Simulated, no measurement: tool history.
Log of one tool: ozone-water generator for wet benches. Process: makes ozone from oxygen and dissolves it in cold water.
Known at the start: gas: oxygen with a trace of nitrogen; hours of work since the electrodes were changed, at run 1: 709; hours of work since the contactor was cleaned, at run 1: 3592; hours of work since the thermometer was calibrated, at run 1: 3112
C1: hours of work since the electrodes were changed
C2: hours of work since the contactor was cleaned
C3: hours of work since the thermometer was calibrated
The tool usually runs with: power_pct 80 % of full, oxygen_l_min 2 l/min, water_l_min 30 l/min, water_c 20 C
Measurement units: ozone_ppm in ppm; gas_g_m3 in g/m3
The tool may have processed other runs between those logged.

{"run": 1, "hour": 0.0, "power_pct": 80, "oxygen_l_min": 2, "water_l_min": 30, "water_c": 20, "C1": 709, "C2": 3592, "C3": 3112, "ozone_ppm": 5.8, "gas_g_m3": 169.7}
{"run": 2, "hour": 63.9, "power_pct": 80, "oxygen_l_min": 2, "water_l_min": 30, "water_c": 20, "C1": 747, "C2": 3630, "C3": 3151, "ozone_ppm": 5.9, "gas_g_m3": 168.5}
{"run": 3, "hour": 97.0, "power_pct": 80, "oxygen_l_min": 2, "water_l_min": 30, "water_c": 20, "C1": 767, "C2": 3650, "C3": 3171, "ozone_ppm": 5.7, "gas_g_m3": 167.7}
{"run": 4, "hour": 141.1, "power_pct": 80, "oxygen_l_min": 2, "water_l_min": 30, "water_c": 20, "C1": 794, "C2": 3677, "C3": 3197, "ozone_ppm": 6, "gas_g_m3": 167.6}
{"run": 5, "hour": 176.6, "power_pct": 80, "oxygen_l_min": 2, "water_l_min": 30, "water_c": 20, "C1": 815, "C2": 3698, "C3": 3219, "ozone_ppm": 5.6, "gas_g_m3": 168}
{"run": 6, "hour": 210.7, "power_pct": 80, "oxygen_l_min": 2, "water_l_min": 30, "water_c": 20, "C1": 836, "C2": 3719, "C3": 3239, "ozone_ppm": 5.6, "gas_g_m3": 167.7}
{"run": 7, "hour": 240.5, "power_pct": 80, "oxygen_l_min": 2, "water_l_min": 25, "water_c": 20, "C1": 853, "C2": 3737, "C3": 3257, "ozone_ppm": 6.9, "gas_g_m3": 167.9}
{"run": 8, "hour": 272.3, "power_pct": 80, "oxygen_l_min": 2, "water_l_min": 30, "water_c": 20, "C1": 873, "C2": 3756, "C3": 3276, "ozone_ppm": 5.7, "gas_g_m3": 165.2}
{"run": 9, "hour": 321.4, "power_pct": 80, "oxygen_l_min": 2, "water_l_min": 30, "water_c": 20, "C1": 902, "C2": 3785, "C3": 3306, "ozone_ppm": 5.6, "gas_g_m3": 167.4}
{"run": 10, "hour": 353.9, "power_pct": 80, "oxygen_l_min": 2, "water_l_min": 30, "water_c": 20, "C1": 922, "C2": 3805, "C3": 3326, "ozone_ppm": 5.5, "gas_g_m3": 165.9}
{"run": 11, "hour": 390.1, "power_pct": 80, "oxygen_l_min": 2, "water_l_min": 30, "water_c": 20, "C1": 944, "C2": 3827, "C3": 3347, "ozone_ppm": 5.8, "gas_g_m3": 167.2}
{"run": 12, "hour": 437.0, "power_pct": 80, "oxygen_l_min": 2, "water_l_min": 30, "water_c": 20, "C1": 972, "C2": 3855, "C3": 3376, "ozone_ppm": 5.7, "gas_g_m3": 166.9}
{"run": 13, "hour": 504.2, "power_pct": 80, "oxygen_l_min": 2, "water_l_min": 30, "water_c": 20, "C1": 1012, "C2": 3896, "C3": 3416, "ozone_ppm": 5.5, "gas_g_m3": 167.3}
{"run": 14, "hour": 533.1, "power_pct": 80, "oxygen_l_min": 2, "water_l_min": 30, "water_c": 13, "C1": 1030, "C2": 3913, "C3": 3434, "ozone_ppm": 5.7, "gas_g_m3": 167}
{"run": 15, "hour": 564.8, "power_pct": 80, "oxygen_l_min": 2, "water_l_min": 45, "water_c": 20, "C1": 1049, "C2": 3932, "C3": 3453, "ozone_ppm": 3.6, "gas_g_m3": 165.9}
{"run": 16, "hour": 607.7, "power_pct": 80, "oxygen_l_min": 2, "water_l_min": 30, "water_c": 20, "C1": 1075, "C2": 3958, "C3": 3478, "ozone_ppm": 5.7, "gas_g_m3": 167.9}
{"run": 17, "hour": 653.8, "power_pct": 46, "oxygen_l_min": 2, "water_l_min": 30, "water_c": 15, "C1": 1102, "C2": 3986, "C3": 3506, "ozone_ppm": 3.8, "gas_g_m3": 112.5}
{"run": 18, "hour": 712.8, "power_pct": 80, "oxygen_l_min": 2, "water_l_min": 19, "water_c": 20, "C1": 1138, "C2": 4021, "C3": 3542, "ozone_ppm": 9, "gas_g_m3": 166.9}
{"run": 19, "hour": 746.3, "power_pct": 41, "oxygen_l_min": 2.17, "water_l_min": 40, "water_c": 27, "C1": 1158, "C2": 4041, "C3": 3562, "ozone_ppm": 2.6, "gas_g_m3": 96.5}
{"run": 20, "hour": 796.0, "power_pct": 80, "oxygen_l_min": 2, "water_l_min": 24, "water_c": 20, "C1": 1188, "C2": 4071, "C3": 3592, "ozone_ppm": 7.2, "gas_g_m3": 165.3}
{"run": 21, "hour": 839.0, "power_pct": 80, "oxygen_l_min": 2, "water_l_min": 24, "water_c": 20, "C1": 1214, "C2": 4097, "C3": 3618, "ozone_ppm": 7.2, "gas_g_m3": 166.4}
{"run": 22, "hour": 902.7, "power_pct": 80, "oxygen_l_min": 1.13, "water_l_min": 24, "water_c": 20, "C1": 1252, "C2": 4136, "C3": 3656, "ozone_ppm": 6.6, "gas_g_m3": 245.2}
{"run": 23, "hour": 958.2, "power_pct": 80, "oxygen_l_min": 1.13, "water_l_min": 24, "water_c": 20, "C1": 1286, "C2": 4169, "C3": 3690, "ozone_ppm": 6.4, "gas_g_m3": 244.1}
{"run": 24, "hour": 1016.4, "power_pct": 80, "oxygen_l_min": 2, "water_l_min": 39, "water_c": 20, "C1": 1321, "C2": 4204, "C3": 3725, "ozone_ppm": 4.3, "gas_g_m3": 166.6}
{"run": 25, "hour": 1062.7, "power_pct": 80, "oxygen_l_min": 2, "water_l_min": 39, "water_c": 20, "C1": 1349, "C2": 4232, "C3": 3753, "ozone_ppm": 4.2, "gas_g_m3": 166.7}
{"run": 26, "hour": 1119.9, "power_pct": 80, "oxygen_l_min": 2.57, "water_l_min": 26, "water_c": 27, "C1": 1383, "C2": 4266, "C3": 3787, "ozone_ppm": 6.5, "gas_g_m3": 139.6}
{"run": 27, "hour": 1175.5, "power_pct": 80, "oxygen_l_min": 2.57, "water_l_min": 26, "water_c": 27, "C1": 1417, "C2": 4300, "C3": 3821, "ozone_ppm": 6.4, "gas_g_m3": 137.8}
{"run": 28, "hour": 1217.7, "power_pct": 44, "oxygen_l_min": 2.7, "water_l_min": 43, "water_c": 26, "C1": 1442, "C2": 4325, "C3": 3846, "ozone_ppm": 2.4, "gas_g_m3": 87.4}
{"run": 29, "hour": 1278.8, "power_pct": 56, "oxygen_l_min": 2, "water_l_min": 46, "water_c": 22, "C1": 1479, "C2": 4362, "C3": 3883, "ozone_ppm": 2.6, "gas_g_m3": 128.9}
{"run": 30, "hour": 1341.0, "power_pct": 56, "oxygen_l_min": 2, "water_l_min": 46, "water_c": 22, "C1": 1516, "C2": 4400, "C3": 3920, "ozone_ppm": 2.8, "gas_g_m3": 127.6}
{"run": 31, "hour": 1384.9, "power_pct": 51, "oxygen_l_min": 3.47, "water_l_min": 30, "water_c": 20, "C1": 1543, "C2": 4426, "C3": 3947, "ozone_ppm": 4.2, "gas_g_m3": 81.8}
{"run": 32, "hour": 1412.7, "power_pct": 51, "oxygen_l_min": 3.47, "water_l_min": 30, "water_c": 20, "C1": 1560, "C2": 4443, "C3": 3963, "ozone_ppm": 4.4, "gas_g_m3": 80.8}

What if the next run were any one of these 5? Each begins from the tool's condition after run 32:
{"run": "A", "hour": 1470.7, "power_pct": 51, "oxygen_l_min": 1.4, "water_l_min": 30, "water_c": 23, "C1": 1594, "C2": 4478, "C3": 3998, "ozone_ppm": "?", "gas_g_m3": "?"}
{"run": "B", "hour": 1470.7, "power_pct": 58, "oxygen_l_min": 1.82, "water_l_min": 35, "water_c": 20, "C1": 1594, "C2": 4478, "C3": 3998, "ozone_ppm": "?", "gas_g_m3": "?"}
{"run": "C", "hour": 1470.7, "power_pct": 85, "oxygen_l_min": 1.01, "water_l_min": 25, "water_c": 20, "C1": 1594, "C2": 4478, "C3": 3998, "ozone_ppm": "?", "gas_g_m3": "?"}
{"run": "D", "hour": 1470.7, "power_pct": 76, "oxygen_l_min": 2, "water_l_min": 30, "water_c": 22, "C1": 1594, "C2": 4478, "C3": 3998, "ozone_ppm": "?", "gas_g_m3": "?"}
{"run": "E", "hour": 1470.7, "power_pct": 51, "oxygen_l_min": 3.47, "water_l_min": 22, "water_c": 20, "C1": 1594, "C2": 4478, "C3": 3998, "ozone_ppm": "?", "gas_g_m3": "?"}

run=A ozone_ppm=3.8 gas_g_m3=153.3
run=B ozone_ppm=3.6 gas_g_m3=141.6
run=C ozone_ppm=6.2 gas_g_m3=274.2
run=D ozone_ppm=5.3 gas_g_m3=158.8
run=E ozone_ppm=5.5 gas_g_m3=82.2
Take away the tool's hidden state, keep each run's random variation, and the runs would have read:
run=A ozone_ppm=4.2 gas_g_m3=158.6
run=B ozone_ppm=4 gas_g_m3=147
run=C ozone_ppm=6.9 gas_g_m3=288.3
run=D ozone_ppm=5.9 gas_g_m3=166.3
run=E ozone_ppm=6 gas_g_m3=85
